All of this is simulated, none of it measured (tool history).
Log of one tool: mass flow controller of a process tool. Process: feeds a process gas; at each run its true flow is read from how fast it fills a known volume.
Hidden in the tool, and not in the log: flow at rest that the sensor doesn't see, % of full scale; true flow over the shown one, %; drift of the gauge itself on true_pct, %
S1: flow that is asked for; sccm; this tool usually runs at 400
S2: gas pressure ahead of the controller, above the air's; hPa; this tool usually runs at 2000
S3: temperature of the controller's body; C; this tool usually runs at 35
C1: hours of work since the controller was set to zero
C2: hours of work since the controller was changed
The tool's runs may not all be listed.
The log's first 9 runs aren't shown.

{"run": 10, "day": 27.746, "S1": 50, "S2": 2000, "S3": 35, "C1": 3622, "C2": 3622, "true flow (%)": 99.89}
{"run": 11, "day": 31.921, "S1": 400, "S2": 2000, "S3": 35, "C1": 3696, "C2": 3696, "true flow (%)": 100.28}
{"run": 12, "day": 34.438, "S1": 400, "S2": 2000, "S3": 35, "C1": 3741, "C2": 3741, "true flow (%)": 100.19}
{"run": 13, "day": 37.917, "S1": 400, "S2": 2000, "S3": 35, "C1": 3803, "C2": 3803, "true flow (%)": 100.1}
{"run": 14, "day": 40.067, "S1": 400, "S2": 2000, "S3": 35, "C1": 3841, "C2": 3841, "true flow (%)": 100.17}
{"run": 15, "day": 44.25, "S1": 400, "S2": 2000, "S3": 21, "C1": 3915, "C2": 3915, "true flow (%)": 99.8}
{"run": 16, "day": 47.175, "S1": 70, "S2": 2000, "S3": 35, "C1": 3967, "C2": 3967, "true flow (%)": 100.06}
{"run": 17, "day": 51.762, "S1": 70, "S2": 2000, "S3": 35, "C1": 4049, "C2": 4049, "true flow (%)": 100.06}
{"run": 18, "day": 55.733, "S1": 70, "S2": 2000, "S3": 35, "C1": 4120, "C2": 4120, "true flow (%)": 99.89}
{"run": 19, "day": 60.196, "S1": 116, "S2": 2600, "S3": 37, "C1": 4199, "C2": 4199, "true flow (%)": 99.7}
{"run": 20, "day": 64.917, "S1": 341, "S2": 1820, "S3": 24, "C1": 4283, "C2": 4283, "true flow (%)": 99.98}
{"run": 21, "day": 67.621, "S1": 375, "S2": 1870, "S3": 35, "C1": 4331, "C2": 4331, "true flow (%)": 100.22}
{"run": 22, "day": 72.346, "S1": 139, "S2": 1510, "S3": 35, "C1": 4415, "C2": 4415, "true flow (%)": 100.48}
{"run": 23, "day": 76.271, "S1": 236, "S2": 2000, "S3": 35, "C1": 4485, "C2": 4485, "true flow (%)": 100.09}
{"run": 24, "day": 80.175, "S1": 79, "S2": 2000, "S3": 29, "C1": 4554, "C2": 4554, "true flow (%)": 99.78}
{"run": 25, "day": 83.654, "S1": 79, "S2": 2000, "S3": 29, "C1": 4616, "C2": 4616, "true flow (%)": 99.74}
{"run": 26, "day": 85.683, "S1": 344, "S2": 2000, "S3": 32, "C1": 4652, "C2": 4652, "true flow (%)": 100.01}
{"run": 27, "day": 89.121, "S1": 134, "S2": 2340, "S3": 37, "C1": 4713, "C2": 4713, "true flow (%)": 99.84}
{"run": 28, "day": 93.338, "S1": 134, "S2": 1430, "S3": 20, "C1": 4788, "C2": 4788, "true flow (%)": 99.99}
{"run": 29, "day": 95.504, "S1": 68, "S2": 2140, "S3": 22, "C1": 4827, "C2": 4827, "true flow (%)": 99.5}
{"run": 30, "day": 98.154, "S1": 68, "S2": 2140, "S3": 22, "C1": 4874, "C2": 4874, "true flow (%)": 99.51}
{"run": 31, "day": 101.525, "S1": 130, "S2": 1470, "S3": 35, "C1": 4934, "C2": 4934, "true flow (%)": 100.35}
{"run": 32, "day": 104.875, "S1": 130, "S2": 1470, "S3": 35, "C1": 4993, "C2": 4993, "true flow (%)": 100.38}
{"run": 33, "day": 107.721, "S1": 174, "S2": 1710, "S3": 33, "C1": 5044, "C2": 5044, "true flow (%)": 100.05}
{"run": 34, "day": 111.404, "S1": 185, "S2": 2590, "S3": 30, "C1": 5109, "C2": 5109, "true flow (%)": 99.64}

What if the next run were any one of these 3? Each begins from the tool's condition after run 34:
{"run": "A", "day": 114.992, "S1": 309, "S2": 2590, "S3": 34, "C1": 5173, "C2": 5173, "true flow (%)": "?"}
{"run": "B", "day": 114.992, "S1": 212, "S2": 2590, "S3": 30, "C1": 5173, "C2": 5173, "true flow (%)": "?"}
{"run": "C", "day": 114.992, "S1": 185, "S2": 1420, "S3": 29, "C1": 5173, "C2": 5173, "true flow (%)": "?"}

run=A true_flow_(%)=99.7
run=B true_flow_(%)=99.59
run=C true_flow_(%)=100.34
Without the tool's hidden state the same runs would have given:
run=A true_flow_(%)=99.7
run=B true_flow_(%)=99.6
run=C true_flow_(%)=100.35

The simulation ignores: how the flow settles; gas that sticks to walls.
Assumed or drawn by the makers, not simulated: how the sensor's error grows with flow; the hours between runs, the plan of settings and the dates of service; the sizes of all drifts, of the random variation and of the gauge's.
